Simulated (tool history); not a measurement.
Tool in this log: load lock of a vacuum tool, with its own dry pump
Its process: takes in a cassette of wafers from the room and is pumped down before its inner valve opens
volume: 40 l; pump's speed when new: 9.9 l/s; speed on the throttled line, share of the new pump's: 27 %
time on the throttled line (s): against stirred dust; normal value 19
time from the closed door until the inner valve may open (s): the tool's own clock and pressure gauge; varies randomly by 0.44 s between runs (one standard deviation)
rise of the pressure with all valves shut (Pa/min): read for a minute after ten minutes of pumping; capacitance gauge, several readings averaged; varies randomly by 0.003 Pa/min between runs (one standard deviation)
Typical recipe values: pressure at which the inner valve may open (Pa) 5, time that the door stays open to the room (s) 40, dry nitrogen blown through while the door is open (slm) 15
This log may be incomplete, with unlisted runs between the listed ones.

run    hour  time on the throttled line (s)  pressure at which the inner valve may open (Pa)  time that the door stays open to the room (s)  dry nitrogen blown through while the door is open (slm)  incoming humidity of the room's air, %  time from the closed door until the inner valve may open (s)  rise of the pressure with all valves shut (Pa/min)
  1       0                              19                                                5                                             40                                                       15                                    45.9                                                          58.3                                               0.217
  2   149.8                              19                                                5                                             40                                                       15                                    43.5                                                          58.3                                               0.221
  3   306.5                              19                                                5                                             40                                                       15                                    44.5                                                          57.8                                               0.219
  4   402.8                              19                                                5                                             40                                                       15                                    40.9                                                          59.2                                               0.227
  5   522.3                              19                                                7                                             40                                                       15                                    43.5                                                          56.2                                               0.233
  6   648.1                              19                                                5                                             40                                                       30                                    45.8                                                          58.9                                                0.23
  7   775.3                              19                                                5                                             40                                                       30                                    47.2                                                          57.9                                               0.233
  8     950                              19                                                5                                             40                                                       30                                    46.2                                                          58.1                                                0.24
  9  1088.7                              27                                                5                                             40                                                       30                                    46.3                                                            64                                               0.246
 10  1210.8                              27                                                5                                             40                                                       30                                    45.2                                                          63.8                                               0.252
 11  1360.5                              19                                                5                                             40                                                       15                                    43.8                                                          58.2                                               0.256
 12  1501.9                              19                                                5                                             40                                                       15                                    44.8                                                          58.3                                               0.268
 13  1660.2                              19                                                5                                             40                                                       15                                    43.8                                                          58.8                                                0.27
 14  1810.5                              16                                                5                                             40                                                       15                                      43                                                          56.5                                               0.279
 15  1948.9                              19                                                5                                             40                                                       15                                    43.4                                                          59.2                                                0.28
 16  2037.9                              19                                                5                                             40                                                       15                                    46.9                                                          59.6                                               0.291
 17  2197.8                              19                                                5                                             40                                                       15                                    43.9                                                            60                                               0.295
 18  2321.6                              19                                                5                                             40                                                       15                                    40.1                                                            59                                               0.303
 19  2408.6                              19                                                5                                            221                                                       15                                    44.6                                                          59.9                                               0.322
 20  2542.3                              19                                                5                                            221                                                       15                                    44.4                                                          59.3                                               0.326
 21    2692                              19                                                6                                             56                                                       15                                    44.7                                                          58.6                                                0.31
 22  2831.8                              19                                                5                                             40                                                       21                                    44.9                                                          59.9                                               0.317
 23  3013.1                              19                                                5                                             40                                                       21                                    46.4                                                          60.6                                               0.322
 24  3130.2                              22                                                9                                             37                                                       14                                    46.2                                                          57.7                                               0.336
 25  3255.1                              22                                                9                                             37                                                       14                                    47.7                                                          59.2                                               0.334
 26  3352.8                              32                                                5                                             27                                                        6                                    44.5                                                          69.3                                               0.339
 27  3477.2                              32                                                5                                             27                                                        6                                    43.7                                                          68.1                                               0.343
 28  3661.2                              19                                                5                                            130                                                       15                                    40.7                                                          60.6                                               0.363
 29  3771.4                              19                                                5                                            130                                                       15                                      41                                                          60.5                                               0.365
 30  3922.1                              13                                                4                                            103                                                        6                                    47.4                                                          57.7                                               0.381
 31  4119.8                              13                                                4                                            103                                                        6                                      44                                                          58.3                                               0.401
 32  4256.4                              13                                                4                                            228                                                        6                                      46                                                          58.7                                               0.417
 33  4422.6                              20                                                4                                            228                                                        8                                    44.5                                                            63                                               0.417
 34  4548.7                              20                                                4                                            228                                                        8                                    48.4                                                            63                                               0.427
 35  4633.2                              19                                                4                                             40                                                        5                                    40.9                                                          63.3                                               0.398
 36    4760                              11                                                4                                             34                                                        5                                    50.6                                                          57.5                                               0.411
 37  4962.5                              19                                                8                                             40                                                       11                                      49                                                            59                                               0.418

Measured result minus the same run's result without the hidden state. Both carry the same run-to-run variation, though not necessarily the same gauge scatter:
Unlogged tool condition in this case: pump's speed, % of a new pump's; leak at the door's seal, Pa l/s; drift of the gauge itself on ready_s, %; drift of the gauge itself on rise_pa_min, %.
run  time from the closed door until the inner valve may open (s)  rise of the pressure with all valves shut (Pa/min)
  1                                                          +3.3                                              +0.192
  2                                                          +3.4                                              +0.198
  3                                                          +3.4                                              +0.196
  4                                                          +3.5                                              +0.202
  5                                                          +3.4                                              +0.208
  6                                                          +3.7                                              +0.211
  7                                                          +3.7                                              +0.214
  8                                                          +3.9                                              +0.221
  9                                                          +3.8                                              +0.226
 10                                                          +3.8                                              +0.231
 11                                                          +4.2                                              +0.233
 12                                                          +4.3                                              +0.243
 13                                                          +4.4                                              +0.251
 14                                                          +4.5                                              +0.256
 15                                                          +4.6                                              +0.255
 16                                                          +4.6                                              +0.267
 17                                                          +4.7                                               +0.27
 18                                                          +4.8                                              +0.277
 19                                                            +5                                              +0.278
 20                                                          +5.1                                              +0.279
 21                                                            +5                                              +0.287
 22                                                          +5.2                                              +0.296
 23                                                          +5.4                                              +0.303
 24                                                          +4.7                                              +0.307
 25                                                          +4.9                                              +0.311
 26                                                          +5.1                                               +0.31
 27                                                          +5.2                                              +0.319
 28                                                          +5.9                                              +0.328
 29                                                            +6                                              +0.332
 30                                                          +6.5                                              +0.335
 31                                                          +6.7                                              +0.351
 32                                                            +7                                              +0.349
 33                                                          +6.6                                              +0.359
 34                                                          +6.8                                              +0.363
 35                                                          +6.9                                              +0.369
 36                                                          +7.4                                              +0.373
 37                                                          +6.3                                              +0.387
